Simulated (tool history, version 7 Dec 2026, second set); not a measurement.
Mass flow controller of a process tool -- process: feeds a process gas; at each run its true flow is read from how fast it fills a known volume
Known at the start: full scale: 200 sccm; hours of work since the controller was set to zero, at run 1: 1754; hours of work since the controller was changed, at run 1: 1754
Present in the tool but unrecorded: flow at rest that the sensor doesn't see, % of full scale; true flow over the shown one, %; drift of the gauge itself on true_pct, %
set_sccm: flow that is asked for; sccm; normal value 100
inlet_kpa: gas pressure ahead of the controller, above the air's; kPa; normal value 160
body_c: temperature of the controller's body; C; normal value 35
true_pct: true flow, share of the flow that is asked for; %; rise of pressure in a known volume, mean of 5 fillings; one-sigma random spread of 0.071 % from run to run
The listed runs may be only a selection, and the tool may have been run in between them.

run   hour  set_sccm  inlet_kpa  body_c  hours of work since the controller was set to zero  hours of work since the controller was changed  true_pct
  1    0.0       100        160      35                                                1754                                            1754    101.98
  2   92.7       100        160      37                                                1811                                            1811    102.11
  3  152.7       100        160      37                                                1849                                            1849    102.19
  4  228.0       100        143      35                                                1896                                            1896    102.13
  5  294.3       100        143      35                                                1937                                            1937    102.14
  6  343.4       100        143      35                                                1967                                            1967    102.20
     348.1  -- controller's zero set anew
  7  437.0       100        143      35                                                  55                                            2025    102.78
  8  513.3       100        143      35                                                 103                                            2073    102.74
     566.9  -- controller's zero set anew, once more
  9  568.2       100        160      35                                                   1                                            2107    101.26
 10  640.8       100        196      35                                                  46                                            2152    101.39
 11  736.6        97        142      33                                                 106                                            2211    101.24
 12  806.0        32        160      21                                                 149                                            2255    100.41
 13  865.5       183        237      24                                                 186                                            2292    101.53

What does the tool deliver on the next run?
 14  940.0        35        160      35                                                 232                                            2338         ?

{"run 14": {"true_pct": 101.41}}
Take away the tool's hidden state, keep the run-to-run variation as it was, and the same run would have given true_pct 99.49 %.

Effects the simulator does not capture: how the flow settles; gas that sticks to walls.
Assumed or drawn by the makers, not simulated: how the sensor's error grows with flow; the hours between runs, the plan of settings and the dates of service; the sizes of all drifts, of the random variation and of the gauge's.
